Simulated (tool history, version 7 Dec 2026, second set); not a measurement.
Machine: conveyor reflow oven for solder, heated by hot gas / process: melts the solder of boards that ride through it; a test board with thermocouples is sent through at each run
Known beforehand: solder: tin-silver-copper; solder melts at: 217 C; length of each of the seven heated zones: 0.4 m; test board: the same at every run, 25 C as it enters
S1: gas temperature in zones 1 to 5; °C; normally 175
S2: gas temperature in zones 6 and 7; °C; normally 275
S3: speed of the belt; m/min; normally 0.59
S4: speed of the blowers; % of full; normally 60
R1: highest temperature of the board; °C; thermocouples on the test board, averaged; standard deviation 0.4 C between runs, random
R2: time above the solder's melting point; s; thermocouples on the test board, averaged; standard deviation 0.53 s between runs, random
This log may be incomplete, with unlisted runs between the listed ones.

| run | hour | S1 | S2 | S3 | S4 | R1 | R2 |
|---|---|---|---|---|---|---|---|
| 1 | 0 | 175 | 275 | 0.59 | 60 | 261.3 | 68.1 |
| 2 | 11 | 175 | 275 | 0.662 | 60 | 257.7 | 57.3 |
| 3 | 28.8 | 175 | 275 | 0.662 | 60 | 256.8 | 57.6 |
| 4 | 39 | 175 | 275 | 0.662 | 60 | 257.6 | 58.2 |
| 5 | 52 | 175 | 275 | 0.662 | 60 | 258.2 | 58.7 |
| 6 | 68.5 | 175 | 275 | 0.662 | 60 | 257 | 57.7 |
| 7 | 89.2 | 175 | 275 | 0.662 | 60 | 257.5 | 57.6 |
| 8 | 104.1 | 175 | 275 | 0.662 | 60 | 257 | 57.9 |
| 9 | 124.5 | 175 | 275 | 0.662 | 60 | 257.8 | 58.3 |
|  | 143.5 | flux residue cleaned out of gas plates and filters |
| 10 | 148.2 | 175 | 275 | 0.662 | 60 | 258.1 | 57.9 |
| 11 | 164.8 | 175 | 275 | 0.662 | 60 | 257.9 | 56.3 |
| 12 | 176.8 | 162 | 275 | 0.59 | 85 | 265.7 | 66.9 |
| 13 | 192.2 | 162 | 275 | 0.59 | 85 | 264.6 | 67.9 |
| 14 | 205.1 | 162 | 278 | 0.59 | 76 | 266.3 | 67.2 |
| 15 | 222.8 | 163 | 275 | 0.59 | 60 | 260.5 | 62.1 |
| 16 | 233.2 | 187 | 273 | 0.59 | 60 | 261.7 | 73.1 |
| 17 | 243.7 | 179 | 282 | 0.506 | 90 | 277.2 | 89 |
| 18 | 258.5 | 175 | 275 | 0.59 | 70 | 264.1 | 70 |
| 19 | 269.3 | 175 | 278 | 0.601 | 83 | 268.4 | 71.3 |
| 20 | 287.8 | 161 | 265 | 0.637 | 73 | 250.9 | 52.4 |
| 21 | 306.8 | 188 | 263 | 0.691 | 80 | 252.2 | 57.8 |

Consider 3 possible next runs. They are alternatives, not a sequence: every one starts from the tool as it was left by run 21. What does each give?
| A | 316.3 | 163 | 270 | 0.691 | 53 | ? | ? |
| B | 316.3 | 173 | 275 | 0.52 | 69 | ? | ? |
| C | 316.3 | 168 | 270 | 0.59 | 60 | ? | ? |

| run | R1 | R2 |
|---|---|---|
| A | 246.9 | 43.9 |
| B | 265.9 | 80 |
| C | 255.1 | 62.3 |
Take away the tool's hidden state, keep each run's random variation, and the runs would have read:
| run | R1 | R2 |
|---|---|---|
| A | 246.8 | 43.8 |
| B | 265.8 | 79.9 |
| C | 255.1 | 62.2 |

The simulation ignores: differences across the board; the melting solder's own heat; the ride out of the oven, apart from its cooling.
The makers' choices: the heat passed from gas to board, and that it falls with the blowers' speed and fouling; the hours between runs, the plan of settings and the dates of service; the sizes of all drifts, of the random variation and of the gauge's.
